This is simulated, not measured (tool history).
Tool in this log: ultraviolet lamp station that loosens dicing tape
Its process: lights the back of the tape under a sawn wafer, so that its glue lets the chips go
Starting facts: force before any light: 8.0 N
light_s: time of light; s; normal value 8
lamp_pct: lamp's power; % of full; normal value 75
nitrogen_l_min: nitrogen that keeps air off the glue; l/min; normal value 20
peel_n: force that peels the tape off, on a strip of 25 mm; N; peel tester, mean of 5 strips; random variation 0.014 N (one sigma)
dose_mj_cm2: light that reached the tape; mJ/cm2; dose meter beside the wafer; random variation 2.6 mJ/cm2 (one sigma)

{"run": 1, "day": 0.0, "light_s": 8, "lamp_pct": 75, "nitrogen_l_min": 20, "peel_n": 0.916, "dose_mj_cm2": 281}
{"run": 2, "day": 0.417, "light_s": 8, "lamp_pct": 75, "nitrogen_l_min": 20, "peel_n": 0.931, "dose_mj_cm2": 280}
{"run": 3, "day": 0.9, "light_s": 8, "lamp_pct": 75, "nitrogen_l_min": 20, "peel_n": 0.912, "dose_mj_cm2": 281}
{"run": 4, "day": 1.604, "light_s": 8, "lamp_pct": 75, "nitrogen_l_min": 20, "peel_n": 0.971, "dose_mj_cm2": 276}
{"run": 5, "day": 1.971, "light_s": 8, "lamp_pct": 75, "nitrogen_l_min": 20, "peel_n": 0.982, "dose_mj_cm2": 278}
{"run": 6, "day": 2.662, "light_s": 8, "lamp_pct": 86, "nitrogen_l_min": 20, "peel_n": 0.769, "dose_mj_cm2": 321}
{"run": 7, "day": 3.421, "light_s": 8, "lamp_pct": 86, "nitrogen_l_min": 20, "peel_n": 0.751, "dose_mj_cm2": 315}
{"run": 8, "day": 3.979, "light_s": 8, "lamp_pct": 86, "nitrogen_l_min": 20, "peel_n": 0.777, "dose_mj_cm2": 313}
{"run": 9, "day": 4.712, "light_s": 8, "lamp_pct": 86, "nitrogen_l_min": 20, "peel_n": 0.784, "dose_mj_cm2": 309}
{"run": 10, "day": 5.071, "light_s": 8, "lamp_pct": 86, "nitrogen_l_min": 20, "peel_n": 0.771, "dose_mj_cm2": 306}
{"run": 11, "day": 5.546, "light_s": 8, "lamp_pct": 86, "nitrogen_l_min": 20, "peel_n": 0.783, "dose_mj_cm2": 303}
{"run": 12, "day": 5.9, "light_s": 8, "lamp_pct": 86, "nitrogen_l_min": 20, "peel_n": 0.802, "dose_mj_cm2": 306}
{"run": 13, "day": 6.242, "light_s": 8, "lamp_pct": 86, "nitrogen_l_min": 20, "peel_n": 0.814, "dose_mj_cm2": 301}
{"run": 14, "day": 6.962, "light_s": 8, "lamp_pct": 75, "nitrogen_l_min": 20, "peel_n": 1.096, "dose_mj_cm2": 263}
{"run": 15, "day": 7.512, "light_s": 8, "lamp_pct": 75, "nitrogen_l_min": 20, "peel_n": 1.086, "dose_mj_cm2": 254}
{"run": 16, "day": 8.021, "light_s": 4, "lamp_pct": 72, "nitrogen_l_min": 24, "peel_n": 2.989, "dose_mj_cm2": 122}
{"run": 17, "day": 8.533, "light_s": 4, "lamp_pct": 61, "nitrogen_l_min": 26, "peel_n": 3.347, "dose_mj_cm2": 103}
{"run": 18, "day": 9.054, "light_s": 12, "lamp_pct": 78, "nitrogen_l_min": 6, "peel_n": 0.792, "dose_mj_cm2": 403}
{"day": 9.15, "done": "window cleaned of glue's vapour"}
{"run": 19, "day": 9.783, "light_s": 12, "lamp_pct": 78, "nitrogen_l_min": 6, "peel_n": 0.509, "dose_mj_cm2": 476}
{"run": 20, "day": 10.167, "light_s": 9, "lamp_pct": 75, "nitrogen_l_min": 20, "peel_n": 0.618, "dose_mj_cm2": 341}
{"run": 21, "day": 10.633, "light_s": 9, "lamp_pct": 86, "nitrogen_l_min": 26, "peel_n": 0.413, "dose_mj_cm2": 390}
{"run": 22, "day": 11.129, "light_s": 10, "lamp_pct": 86, "nitrogen_l_min": 23, "peel_n": 0.337, "dose_mj_cm2": 431}
{"run": 23, "day": 11.833, "light_s": 10, "lamp_pct": 86, "nitrogen_l_min": 23, "peel_n": 0.335, "dose_mj_cm2": 427}
{"run": 24, "day": 12.204, "light_s": 10, "lamp_pct": 86, "nitrogen_l_min": 23, "peel_n": 0.339, "dose_mj_cm2": 425}
{"run": 25, "day": 12.625, "light_s": 8, "lamp_pct": 61, "nitrogen_l_min": 20, "peel_n": 1.309, "dose_mj_cm2": 244}
{"run": 26, "day": 13.404, "light_s": 9, "lamp_pct": 70, "nitrogen_l_min": 20, "peel_n": 0.761, "dose_mj_cm2": 308}
{"run": 27, "day": 13.825, "light_s": 9, "lamp_pct": 70, "nitrogen_l_min": 20, "peel_n": 0.79, "dose_mj_cm2": 312}
{"run": 28, "day": 14.333, "light_s": 10, "lamp_pct": 75, "nitrogen_l_min": 13, "peel_n": 0.622, "dose_mj_cm2": 368}
{"run": 29, "day": 15.117, "light_s": 10, "lamp_pct": 75, "nitrogen_l_min": 13, "peel_n": 0.678, "dose_mj_cm2": 360}

Alternative continuations, all from the tool just after run 29; predict every row:
{"run": "A", "day": 15.571, "light_s": 10, "lamp_pct": 75, "nitrogen_l_min": 24, "peel_n": "?", "dose_mj_cm2": "?"}
{"run": "B", "day": 15.571, "light_s": 8, "lamp_pct": 89, "nitrogen_l_min": 20, "peel_n": "?", "dose_mj_cm2": "?"}
{"run": "C", "day": 15.571, "light_s": 10, "lamp_pct": 75, "nitrogen_l_min": 30, "peel_n": "?", "dose_mj_cm2": "?"}
{"run": "D", "day": 15.571, "light_s": 11, "lamp_pct": 75, "nitrogen_l_min": 13, "peel_n": "?", "dose_mj_cm2": "?"}

run=A peel_n=0.507 dose_mj_cm2=363
run=B peel_n=0.61 dose_mj_cm2=341
run=C peel_n=0.471 dose_mj_cm2=357
run=D peel_n=0.542 dose_mj_cm2=397
Stripped of hidden state, with their random variation kept, the same runs would have yielded:
run=A peel_n=0.367 dose_mj_cm2=415
run=B peel_n=0.445 dose_mj_cm2=390
run=C peel_n=0.338 dose_mj_cm2=409
run=D peel_n=0.392 dose_mj_cm2=455

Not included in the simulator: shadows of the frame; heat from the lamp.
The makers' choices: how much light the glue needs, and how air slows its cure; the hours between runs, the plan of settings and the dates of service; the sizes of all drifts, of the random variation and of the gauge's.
